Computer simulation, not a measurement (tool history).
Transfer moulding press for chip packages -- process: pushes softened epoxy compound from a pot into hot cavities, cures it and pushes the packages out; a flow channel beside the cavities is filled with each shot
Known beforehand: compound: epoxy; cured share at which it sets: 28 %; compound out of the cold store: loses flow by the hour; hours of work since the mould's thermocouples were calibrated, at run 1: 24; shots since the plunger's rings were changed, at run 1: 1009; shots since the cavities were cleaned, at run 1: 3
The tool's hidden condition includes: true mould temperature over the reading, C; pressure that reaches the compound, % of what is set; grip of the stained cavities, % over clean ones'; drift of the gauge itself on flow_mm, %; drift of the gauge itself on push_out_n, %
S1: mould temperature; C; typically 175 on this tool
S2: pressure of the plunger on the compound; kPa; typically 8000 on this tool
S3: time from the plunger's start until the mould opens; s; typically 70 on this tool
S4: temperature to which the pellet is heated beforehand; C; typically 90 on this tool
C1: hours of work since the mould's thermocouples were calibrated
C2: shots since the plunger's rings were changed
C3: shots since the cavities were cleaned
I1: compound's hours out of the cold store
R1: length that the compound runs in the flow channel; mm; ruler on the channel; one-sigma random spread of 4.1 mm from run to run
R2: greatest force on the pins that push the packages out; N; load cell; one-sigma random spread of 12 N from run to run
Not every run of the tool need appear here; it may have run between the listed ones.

run,hour,S1,S2,S3,S4,C1,C2,C3,I1,R1,R2
1,0.0,175,8000,70,90,24,1009,3,37.2,796,537
2,24.0,175,8000,70,90,39,1385,379,36.8,789,845
# hour 29.6: cavities cleaned with cleaning compound and waxed
3,39.1,175,8000,70,90,47,1599,149,16.3,878,741
4,55.3,175,8000,70,90,57,1853,403,21.3,849,922
# hour 60.4: cavities cleaned with cleaning compound and waxed
5,75.8,175,8610,70,90,68,2152,243,12.6,916,827
# hour 89.7: cavities cleaned with cleaning compound and waxed
6,93.6,175,8610,70,90,78,2407,62,24.4,871,620
7,109.5,175,8000,70,90,88,2656,311,43.8,760,805
# hour 119.2: cavities cleaned with cleaning compound and waxed
8,125.1,175,8000,70,90,97,2877,92,13.9,878,676
9,143.2,175,8000,70,90,108,3161,376,23.5,840,911
# hour 149.2: cavities cleaned with cleaning compound and waxed
10,157.7,175,8000,70,90,116,3364,132,35.1,793,686
11,167.3,175,8000,70,90,121,3516,284,23.2,838,835
# hour 178.5: cavities cleaned with cleaning compound and waxed
12,189.9,175,8000,70,90,134,3847,179,18.3,866,767
# hour 208.6: cavities cleaned with cleaning compound and waxed
13,208.6,175,8000,70,90,145,4117,0,10.1,890,588
14,222.6,175,8000,70,90,153,4336,219,27.7,818,759
15,234.4,175,8000,70,90,161,4521,404,26.4,822,899
# hour 239.2: cavities cleaned with cleaning compound and waxed
16,258.9,175,8000,70,90,175,4882,309,32.6,792,845
# hour 269.2: cavities cleaned with cleaning compound and waxed
17,280.9,177,8000,70,90,187,5204,184,25.1,811,637
18,293.5,177,8000,56,91,195,5401,381,25.4,809,1461
# hour 298.6: cavities cleaned with cleaning compound and waxed
19,312.4,171,8000,70,90,206,5675,217,33.4,804,1052
# hour 327.9: cavities cleaned with cleaning compound and waxed
20,334.7,175,8000,101,86,218,6000,106,34.6,783,410
21,348.0,181,8000,87,89,226,6209,315,14.3,831,526
# hour 357.9: cavities cleaned with cleaning compound and waxed
22,372.8,175,6750,74,98,241,6574,233,30.0,727,650
# hour 387.5: cavities cleaned with cleaning compound and waxed
23,391.9,175,6750,74,98,251,6850,68,37.2,700,552
# hour 402.1: plunger's sealing rings changed
24,407.3,175,6750,74,98,259,82,271,44.3,706,664
# hour 419.3: cavities cleaned with cleaning compound and waxed
25,431.8,175,6750,52,82,273,443,197,13.4,820,1866
# hour 449.2: cavities cleaned with cleaning compound and waxed
26,454.3,177,8000,70,90,286,773,80,47.7,753,559
# hour 478.6: cavities cleaned with cleaning compound and waxed
27,478.6,177,8000,70,80,300,1130,0,16.1,877,507

Predict each of these 4 candidate next runs independently; none follows another, all start after run 27:
A,497.7,181,8000,76,82,312,1429,299,23.7,?,?
B,497.7,177,9370,100,80,312,1429,299,34.2,?,?
C,497.7,175,6200,54,87,312,1429,299,20.9,?,?
D,497.7,167,8000,70,80,312,1429,299,26.2,?,?

run,R1,R2
A,830,565
B,869,499
C,762,1878
D,874,1530
Without the tool's hidden state the same runs would have given:
run,R1,R2
A,839,370
B,879,327
C,770,1244
D,884,1012
